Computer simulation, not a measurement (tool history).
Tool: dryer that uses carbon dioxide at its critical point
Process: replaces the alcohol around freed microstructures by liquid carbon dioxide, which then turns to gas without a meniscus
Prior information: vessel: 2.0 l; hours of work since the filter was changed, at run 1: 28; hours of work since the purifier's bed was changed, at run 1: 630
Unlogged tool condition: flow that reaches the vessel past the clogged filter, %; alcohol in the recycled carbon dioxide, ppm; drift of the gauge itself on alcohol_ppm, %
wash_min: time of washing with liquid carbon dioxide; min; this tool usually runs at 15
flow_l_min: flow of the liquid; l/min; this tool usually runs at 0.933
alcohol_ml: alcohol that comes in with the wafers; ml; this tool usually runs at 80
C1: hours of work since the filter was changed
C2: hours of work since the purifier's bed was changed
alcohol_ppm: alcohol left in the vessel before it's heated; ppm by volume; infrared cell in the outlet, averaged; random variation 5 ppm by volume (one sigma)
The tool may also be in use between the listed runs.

{"run": 1, "hour": 0.0, "wash_min": 15, "flow_l_min": 0.933, "alcohol_ml": 80, "C1": 28, "C2": 630, "alcohol_ppm": 93}
{"run": 2, "hour": 46.6, "wash_min": 15, "flow_l_min": 0.933, "alcohol_ml": 80, "C1": 53, "C2": 655, "alcohol_ppm": 94}
{"run": 3, "hour": 97.4, "wash_min": 15, "flow_l_min": 0.933, "alcohol_ml": 80, "C1": 81, "C2": 683, "alcohol_ppm": 97}
{"run": 4, "hour": 146.7, "wash_min": 15, "flow_l_min": 0.933, "alcohol_ml": 80, "C1": 109, "C2": 711, "alcohol_ppm": 98}
{"run": 5, "hour": 200.1, "wash_min": 15, "flow_l_min": 0.933, "alcohol_ml": 27, "C1": 138, "C2": 740, "alcohol_ppm": 65}
{"run": 6, "hour": 252.0, "wash_min": 15, "flow_l_min": 0.933, "alcohol_ml": 23, "C1": 167, "C2": 769, "alcohol_ppm": 74}
{"run": 7, "hour": 317.1, "wash_min": 15, "flow_l_min": 0.933, "alcohol_ml": 23, "C1": 203, "C2": 805, "alcohol_ppm": 71}
{"run": 8, "hour": 349.7, "wash_min": 16, "flow_l_min": 0.984, "alcohol_ml": 42, "C1": 221, "C2": 823, "alcohol_ppm": 71}
{"run": 9, "hour": 408.6, "wash_min": 16, "flow_l_min": 1.223, "alcohol_ml": 65, "C1": 253, "C2": 855, "alcohol_ppm": 67}
{"run": 10, "hour": 455.4, "wash_min": 16, "flow_l_min": 1.223, "alcohol_ml": 65, "C1": 279, "C2": 881, "alcohol_ppm": 65}
{"run": 11, "hour": 488.6, "wash_min": 21, "flow_l_min": 1.491, "alcohol_ml": 48, "C1": 297, "C2": 899, "alcohol_ppm": 72}
{"run": 12, "hour": 540.9, "wash_min": 21, "flow_l_min": 1.491, "alcohol_ml": 48, "C1": 326, "C2": 928, "alcohol_ppm": 59}
{"run": 13, "hour": 587.0, "wash_min": 21, "flow_l_min": 1.491, "alcohol_ml": 48, "C1": 352, "C2": 953, "alcohol_ppm": 62}

Each run again, without the hidden state but with its own random variation kept:
run=1 alcohol_ppm=47
run=2 alcohol_ppm=44
run=3 alcohol_ppm=43
run=4 alcohol_ppm=44
run=5 alcohol_ppm=11
run=6 alcohol_ppm=18
run=7 alcohol_ppm=12
run=8 alcohol_ppm=11
run=9 alcohol_ppm=7
run=10 alcohol_ppm=5
run=11 alcohol_ppm=10
run=12 alcohol_ppm=0
run=13 alcohol_ppm=0
